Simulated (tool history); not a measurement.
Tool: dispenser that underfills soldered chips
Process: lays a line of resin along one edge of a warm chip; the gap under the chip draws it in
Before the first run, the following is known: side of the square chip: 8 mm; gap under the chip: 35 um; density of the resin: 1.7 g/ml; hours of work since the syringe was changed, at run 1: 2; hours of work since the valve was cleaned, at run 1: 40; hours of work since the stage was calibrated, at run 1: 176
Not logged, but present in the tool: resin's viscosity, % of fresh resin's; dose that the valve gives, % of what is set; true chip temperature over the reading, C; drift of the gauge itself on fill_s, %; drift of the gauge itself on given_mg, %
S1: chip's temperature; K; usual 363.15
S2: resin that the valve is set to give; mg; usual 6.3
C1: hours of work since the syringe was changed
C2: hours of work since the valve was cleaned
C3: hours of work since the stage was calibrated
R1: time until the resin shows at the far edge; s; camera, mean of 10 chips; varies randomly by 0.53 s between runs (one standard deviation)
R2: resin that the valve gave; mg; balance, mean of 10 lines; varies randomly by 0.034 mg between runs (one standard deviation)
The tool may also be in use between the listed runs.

run    day      S1    S2  C1   C2   C3    R1    R2
  1      0  363.15   6.3   2   40  176  50.2  6.18
  2    0.3  363.15   6.3   7   45  181  62.4  6.12
     0.554  -- new syringe of resin
  3    0.6  363.15   6.3   1   50  186  47.8  6.04
  4  0.917  367.15   6.3   6   55  191  51.1  6.01
     1.204  -- new syringe of resin
  5  1.412  367.15  6.48   3   63  198  44.4   6.2
  6  1.762  363.15   6.3   9   68  204    71  5.97
     1.883  -- new syringe of resin
  7  2.162  363.15  6.91   5   74  210  55.1   6.5
  8  2.488  363.15  6.91  10   80  215  72.5  6.44
      2.55  -- new syringe of resin
  9  2.904  366.15   6.3   6   86  222  53.1  5.83
     3.212  -- new syringe of resin
 10  3.262  363.15  7.46   1   92  228  46.8  6.95
 11  3.679  359.15   6.3   8   98  234  80.6  5.81
     3.875  -- new syringe of resin
 12  3.929  363.15   6.3   1  102  238  47.1  5.82
 13  4.317  363.15   6.3   7  109  244  66.5  5.69
     4.558  -- new syringe of resin
 14  4.742  363.15   6.3   3  115  251  51.9   5.7

For run 15, what comes out?
     4.962  -- dispensing valve cleaned and set on the balance
 15  5.112  363.15  6.3   8   2  256   ?   ?

Run 15 gave R1 70.7 s, R2 6.28 mg.
Were there no unlogged condition in the tool, this run, its random variation unchanged, would have produced R1 45.3 s, R2 6.3 mg.

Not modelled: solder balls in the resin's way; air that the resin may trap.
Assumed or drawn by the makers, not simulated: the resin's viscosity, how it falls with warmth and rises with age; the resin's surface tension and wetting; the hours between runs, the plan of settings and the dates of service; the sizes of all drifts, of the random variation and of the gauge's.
